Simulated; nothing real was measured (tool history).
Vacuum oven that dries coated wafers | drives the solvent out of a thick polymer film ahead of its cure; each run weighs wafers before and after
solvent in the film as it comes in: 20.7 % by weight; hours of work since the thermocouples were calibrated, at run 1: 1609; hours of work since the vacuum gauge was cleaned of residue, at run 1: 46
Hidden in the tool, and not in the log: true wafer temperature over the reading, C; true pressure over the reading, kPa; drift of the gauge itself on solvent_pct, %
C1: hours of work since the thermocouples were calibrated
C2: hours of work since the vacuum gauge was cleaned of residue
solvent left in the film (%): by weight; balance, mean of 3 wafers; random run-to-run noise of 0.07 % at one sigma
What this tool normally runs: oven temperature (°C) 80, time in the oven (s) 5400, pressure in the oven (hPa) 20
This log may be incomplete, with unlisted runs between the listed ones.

run 1 hour=0 | oven_temperature_(°C)=80 time_in_the_oven_(s)=5400 pressure_in_the_oven_(hPa)=20 | C1=1609 C2=46 | solvent_left_in_the_film_(%)=6.06
run 2 hour=5.6 | oven_temperature_(°C)=80 time_in_the_oven_(s)=5400 pressure_in_the_oven_(hPa)=20 | C1=1613 C2=50 | solvent_left_in_the_film_(%)=6.18
run 3 hour=11.9 | oven_temperature_(°C)=80 time_in_the_oven_(s)=5400 pressure_in_the_oven_(hPa)=20 | C1=1616 C2=53 | solvent_left_in_the_film_(%)=6.25
run 4 hour=24.5 | oven_temperature_(°C)=80 time_in_the_oven_(s)=6780 pressure_in_the_oven_(hPa)=20 | C1=1623 C2=61 | solvent_left_in_the_film_(%)=4.89
run 5 hour=35.9 | oven_temperature_(°C)=80 time_in_the_oven_(s)=5400 pressure_in_the_oven_(hPa)=20 | C1=1630 C2=67 | solvent_left_in_the_film_(%)=6.24
run 6 hour=46.7 | oven_temperature_(°C)=80 time_in_the_oven_(s)=5400 pressure_in_the_oven_(hPa)=20 | C1=1636 C2=73 | solvent_left_in_the_film_(%)=6.16
run 7 hour=52.4 | oven_temperature_(°C)=80 time_in_the_oven_(s)=5400 pressure_in_the_oven_(hPa)=20 | C1=1639 C2=77 | solvent_left_in_the_film_(%)=6.11
run 8 hour=59.1 | oven_temperature_(°C)=80 time_in_the_oven_(s)=5400 pressure_in_the_oven_(hPa)=20 | C1=1643 C2=80 | solvent_left_in_the_film_(%)=6.2
run 9 hour=65.4 | oven_temperature_(°C)=80 time_in_the_oven_(s)=5400 pressure_in_the_oven_(hPa)=20 | C1=1647 C2=84 | solvent_left_in_the_film_(%)=6.09
run 10 hour=74.8 | oven_temperature_(°C)=80 time_in_the_oven_(s)=5400 pressure_in_the_oven_(hPa)=20 | C1=1652 C2=89 | solvent_left_in_the_film_(%)=6.29
run 11 hour=81.1 | oven_temperature_(°C)=80 time_in_the_oven_(s)=2940 pressure_in_the_oven_(hPa)=20 | C1=1656 C2=93 | solvent_left_in_the_film_(%)=9.62
run 12 hour=91.4 | oven_temperature_(°C)=80 time_in_the_oven_(s)=2940 pressure_in_the_oven_(hPa)=13.8 | C1=1662 C2=99 | solvent_left_in_the_film_(%)=9.52
run 13 hour=100.3 | oven_temperature_(°C)=80 time_in_the_oven_(s)=5400 pressure_in_the_oven_(hPa)=28.2 | C1=1667 C2=104 | solvent_left_in_the_film_(%)=6.51
run 14 hour=111.2 | oven_temperature_(°C)=80 time_in_the_oven_(s)=5400 pressure_in_the_oven_(hPa)=28.2 | C1=1673 C2=110 | solvent_left_in_the_film_(%)=6.8
run 15 hour=117.1 | oven_temperature_(°C)=90 time_in_the_oven_(s)=3360 pressure_in_the_oven_(hPa)=11.2 | C1=1677 C2=114 | solvent_left_in_the_film_(%)=4.71
run 16 hour=123.6 | oven_temperature_(°C)=90 time_in_the_oven_(s)=3360 pressure_in_the_oven_(hPa)=11.2 | C1=1680 C2=117 | solvent_left_in_the_film_(%)=4.71
run 17 hour=132.5 | oven_temperature_(°C)=80 time_in_the_oven_(s)=9480 pressure_in_the_oven_(hPa)=62.3 | C1=1685 C2=123 | solvent_left_in_the_film_(%)=5.4
run 18 hour=145.2 | oven_temperature_(°C)=75 time_in_the_oven_(s)=3420 pressure_in_the_oven_(hPa)=32.1 | C1=1693 C2=130 | solvent_left_in_the_film_(%)=11.29
run 19 hour=159 | oven_temperature_(°C)=75 time_in_the_oven_(s)=3420 pressure_in_the_oven_(hPa)=32.1 | C1=1701 C2=138 | solvent_left_in_the_film_(%)=11.31
run 20 hour=166.3 | oven_temperature_(°C)=65 time_in_the_oven_(s)=5400 pressure_in_the_oven_(hPa)=53.5 | C1=1705 C2=142 | solvent_left_in_the_film_(%)=13.95

Here are 5 independent what-if runs from the current tool condition. What would each one return?
-- hour=170.3 oven's thermocouples calibrated
run A hour=176.7 | oven_temperature_(°C)=80 time_in_the_oven_(s)=8460 pressure_in_the_oven_(hPa)=20 | C1=4 C2=147 | solvent_left_in_the_film_(%)=?
-- hour=170.3 oven's thermocouples calibrated
run B hour=176.7 | oven_temperature_(°C)=73 time_in_the_oven_(s)=5400 pressure_in_the_oven_(hPa)=56.9 | C1=4 C2=147 | solvent_left_in_the_film_(%)=?
-- hour=170.3 oven's thermocouples calibrated
run C hour=176.7 | oven_temperature_(°C)=85 time_in_the_oven_(s)=4380 pressure_in_the_oven_(hPa)=73.6 | C1=4 C2=147 | solvent_left_in_the_film_(%)=?
-- hour=170.3 oven's thermocouples calibrated
run D hour=176.7 | oven_temperature_(°C)=65 time_in_the_oven_(s)=4980 pressure_in_the_oven_(hPa)=29.5 | C1=4 C2=147 | solvent_left_in_the_film_(%)=?
-- hour=170.3 oven's thermocouples calibrated
run E hour=176.7 | oven_temperature_(°C)=83 time_in_the_oven_(s)=5400 pressure_in_the_oven_(hPa)=20 | C1=4 C2=147 | solvent_left_in_the_film_(%)=?

run=A solvent_left_in_the_film_(%)=2.79
run=B solvent_left_in_the_film_(%)=9.39
run=C solvent_left_in_the_film_(%)=5.79
run=D solvent_left_in_the_film_(%)=12.1
run=E solvent_left_in_the_film_(%)=3.77
Stripped of hidden state, with their random variation kept, the same runs would have yielded:
run=A solvent_left_in_the_film_(%)=2.74
run=B solvent_left_in_the_film_(%)=9.33
run=C solvent_left_in_the_film_(%)=5.73
run=D solvent_left_in_the_film_(%)=12.05
run=E solvent_left_in_the_film_(%)=3.73
